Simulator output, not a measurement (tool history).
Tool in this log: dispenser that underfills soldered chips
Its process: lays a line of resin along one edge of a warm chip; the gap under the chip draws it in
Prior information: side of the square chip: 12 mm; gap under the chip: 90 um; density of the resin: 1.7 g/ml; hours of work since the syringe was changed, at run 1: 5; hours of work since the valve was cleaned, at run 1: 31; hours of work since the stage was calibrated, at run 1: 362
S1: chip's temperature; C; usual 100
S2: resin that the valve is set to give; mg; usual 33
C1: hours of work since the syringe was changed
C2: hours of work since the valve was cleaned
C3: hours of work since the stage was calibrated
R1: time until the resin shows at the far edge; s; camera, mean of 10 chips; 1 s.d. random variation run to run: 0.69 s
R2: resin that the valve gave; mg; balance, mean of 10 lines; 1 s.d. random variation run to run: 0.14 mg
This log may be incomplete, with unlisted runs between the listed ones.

| run | hour | S1 | S2 | C1 | C2 | C3 | R1 | R2 |
|---|---|---|---|---|---|---|---|---|
| 1 | 0 | 100 | 33 | 5 | 31 | 362 | 80.5 | 32.51 |
|  | 1.1 | new syringe of resin |
| 2 | 9.2 | 100 | 33 | 5 | 36 | 367 | 79.4 | 32.29 |
|  | 10.2 | new syringe of resin |
|  | 20.1 | new syringe of resin |
| 3 | 20.4 | 100 | 33 | 0 | 43 | 374 | 66.9 | 32.15 |
|  | 29.6 | new syringe of resin |
| 4 | 32.6 | 100 | 33 | 2 | 50 | 381 | 68.8 | 32.03 |
|  | 39.6 | new syringe of resin |
|  | 49.3 | new syringe of resin |
| 5 | 49.6 | 104 | 33 | 0 | 61 | 392 | 58.2 | 31.63 |
|  | 59.2 | new syringe of resin |
| 6 | 64.5 | 104 | 33 | 3 | 70 | 401 | 65.8 | 31.52 |
|  | 68.2 | new syringe of resin |
| 7 | 76.2 | 100 | 33 | 5 | 77 | 408 | 78.8 | 31.25 |
|  | 77.5 | new syringe of resin |
|  | 87.1 | dispensing valve cleaned and set on the balance |
|  | 88.3 | new syringe of resin |
| 8 | 88.3 | 100 | 33 | 0 | 1 | 414 | 63.9 | 32.93 |
|  | 97.4 | new syringe of resin |
| 9 | 100.6 | 100 | 33 | 2 | 8 | 422 | 71.9 | 33.08 |
|  | 107.2 | new syringe of resin |
|  | 116.6 | new syringe of resin |
| 10 | 117 | 100 | 29 | 0 | 18 | 432 | 68.1 | 28.81 |
|  | 127 | new syringe of resin |
| 11 | 129.7 | 100 | 29 | 2 | 26 | 440 | 70.5 | 28.5 |
|  | 136.3 | new syringe of resin |
| 12 | 143.2 | 93 | 29 | 4 | 34 | 448 | 102 | 28.27 |
|  | 146 | new syringe of resin |
| 13 | 153.5 | 93 | 29 | 5 | 40 | 454 | 101.1 | 28.39 |
|  | 155.1 | new syringe of resin |
| 14 | 161.6 | 92 | 29 | 4 | 45 | 459 | 105.6 | 28.36 |
|  | 164.5 | new syringe of resin |
|  | 174.7 | new syringe of resin |
| 15 | 178.6 | 92 | 29 | 2 | 55 | 469 | 99.4 | 28.11 |
|  | 183.9 | new syringe of resin |
| 16 | 186.1 | 92 | 29 | 1 | 60 | 474 | 96.9 | 27.82 |
|  | 194.2 | new syringe of resin |
| 17 | 202.1 | 92 | 29 | 5 | 69 | 483 | 109.7 | 27.55 |
|  | 203.4 | new syringe of resin |
|  | 213.1 | new syringe of resin |
| 18 | 218.5 | 103 | 34.7 | 3 | 79 | 493 | 66.3 | 32.96 |
|  | 222.7 | new syringe of resin |
|  | 224.6 | dispensing valve cleaned and set on the balance |
| 19 | 228.4 | 115 | 35.7 | 3 | 2 | 499 | 44.7 | 35.68 |
|  | 233 | new syringe of resin |
|  | 242.8 | new syringe of resin |
| 20 | 245.3 | 115 | 35.7 | 2 | 13 | 509 | 42.9 | 35.58 |
|  | 252.7 | new syringe of resin |
| 21 | 256.4 | 115 | 35.7 | 2 | 19 | 516 | 42.7 | 35.52 |
|  | 262.3 | new syringe of resin |
|  | 271.8 | new syringe of resin |
| 22 | 273 | 115 | 32.7 | 1 | 29 | 525 | 40.7 | 32.4 |
|  | 281.6 | new syringe of resin |
| 23 | 285.1 | 115 | 32.7 | 2 | 37 | 533 | 44.7 | 31.99 |
|  | 290.6 | new syringe of resin |
| 24 | 297.8 | 115 | 32.7 | 5 | 44 | 541 | 46.1 | 31.97 |
|  | 300 | new syringe of resin |
|  | 309.3 | new syringe of resin |
| 25 | 310.8 | 86 | 34.8 | 1 | 52 | 548 | 114.4 | 33.77 |
|  | 318.4 | new syringe of resin |
|  | 327.6 | new syringe of resin |
| 26 | 327.7 | 86 | 34.8 | 0 | 62 | 558 | 111.2 | 33.55 |
|  | 337.6 | new syringe of resin |
| 27 | 341.3 | 108 | 30.7 | 2 | 71 | 567 | 57.2 | 29.41 |
|  | 346.9 | new syringe of resin |
| 28 | 351.9 | 108 | 30.7 | 3 | 77 | 573 | 58.3 | 29.3 |

Run 29 has not been measured yet. What should we expect?
|  | 356.8 | new syringe of resin |
|  | 363.4 | dispensing valve cleaned and set on the balance |
|  | 367.6 | new syringe of resin |
| 29 | 367.6 | 90 | 30.7 | 0 | 2 | 582 | ? | ? |

R1: 94.5 s
R2: 30.46 mg
If the tool had no hidden condition, the same run with the same run-to-run variation would have returned R1 90.3 s, R2 30.53 mg.
